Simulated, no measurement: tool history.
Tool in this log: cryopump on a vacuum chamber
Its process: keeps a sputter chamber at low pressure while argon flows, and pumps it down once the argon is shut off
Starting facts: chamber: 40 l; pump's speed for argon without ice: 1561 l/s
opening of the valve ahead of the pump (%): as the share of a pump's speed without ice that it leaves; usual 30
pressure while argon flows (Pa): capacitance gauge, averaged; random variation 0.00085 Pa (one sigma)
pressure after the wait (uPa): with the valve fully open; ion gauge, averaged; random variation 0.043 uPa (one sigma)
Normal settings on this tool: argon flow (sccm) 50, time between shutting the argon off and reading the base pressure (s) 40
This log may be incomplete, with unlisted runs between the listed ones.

run	hour	argon flow (sccm)	time between shutting the argon off and reading the base pressure (s)	opening of the valve ahead of the pump (%)	pressure while argon flows (Pa)	pressure after the wait (uPa)
1	0	50	40	30	0.1817	2.69
2	50.3	50	199	30	0.184	0.87
3	147.6	50	92	30	0.1864	1.53
4	207	50	40	30	0.185	2.9
5	281.1	50	40	30	0.1869	3.09
6	346.6	50	40	30	0.1878	2.94
7	444.6	50	40	30	0.1868	3.07
8	529.7	50	35	30	0.189	3.55
9	625.2	50	35	30	0.1918	3.58
10	703.9	74	40	30	0.2838	3.28
11	794.7	39	40	30	0.1421	3.24
12	899.7	50	40	30	0.1838	3.38
13	999.9	46	40	30	0.1697	3.38
14	1073.8	46	40	30	0.1704	3.56
15	1172.5	46	40	30	0.1711	3.51
16	1223.4	46	40	30	0.1728	3.54
17	1306.2	46	40	30	0.1736	3.55
18	1355.1	50	40	30	0.1887	3.69
19	1462.1	50	40	30	0.19	3.79
20	1544.2	50	27	25	0.227	5.12
21	1658.5	50	237	30	0.1813	1.78
22	1715.9	73	69	53	0.1535	2.71
23	1774.8	24	76	30	0.0879	2.65
24	1859.1	34	76	37	0.1011	2.77
25	1940.1	60	76	37	0.1796	2.84
26	2051.1	60	76	33	0.2036	3.09
27	2124.7	22	84	30	0.0816	2.83
28	2236.1	50	40	30	0.1883	4.19
29	2344.9	22	257	30	0.0842	2.35
30	2424.3	91	193	49	0.222	2.63
31	2504.2	49	193	29	0.1936	2.78
32	2561.9	61	40	30	0.2208	4.4
33	2627.9	28	64	30	0.1015	3.49
34	2740.4	28	64	30	0.1029	1.75
35	2789.9	75	40	42	0.1992	2.64

Not shown: 4 entries that the log had between the listed runs. Between which runs, and how does the tool's hidden state differ before and after?
From run 10 to run 11: pump warmed up, emptied and cooled again (hour 737.7)
  pump's speed, % of a pump's without ice: 81.4 -> 97.9; cold plate's temperature, K: 12.18 -> 12.19; leak into the chamber, uPa l/s: 1245 -> 1317
  the result without the hidden state subtracted from the measured one, pressure while argon flows (Pa): +0.0186 -> +0.0011; pressure after the wait (uPa): +0.78 -> +0.68
From run 20 to run 21: pump warmed up, emptied and cooled again (hour 1644.8)
  pump's speed, % of a pump's without ice: 82.6 -> 99.1; cold plate's temperature, K: 12.25 -> 12.26; leak into the chamber, uPa l/s: 1992 -> 2090
  the result without the hidden state subtracted from the measured one, pressure while argon flows (Pa): +0.0116 -> +0.0008; pressure after the wait (uPa): +1.38 -> +1.18
From run 31 to run 32: pump warmed up, emptied and cooled again (hour 2551.2)
  pump's speed, % of a pump's without ice: 81.9 -> 99.4; leak into the chamber, uPa l/s: 2847 -> 2897
  the result without the hidden state subtracted from the measured one, pressure while argon flows (Pa): +0.012 -> +0.0008; pressure after the wait (uPa): +2.08 -> +1.76
From run 33 to run 34: leaking fittings of the chamber tightened, without venting (hour 2640.1)
  pump's speed, % of a pump's without ice: 98.1 -> 95.8; cold plate's temperature, K: 12.33 -> 12.34; leak into the chamber, uPa l/s: 2956 -> 414
  the result without the hidden state subtracted from the measured one, pressure while argon flows (Pa): +0.0008 -> +0.0015; pressure after the wait (uPa): +1.79 -> +0.08
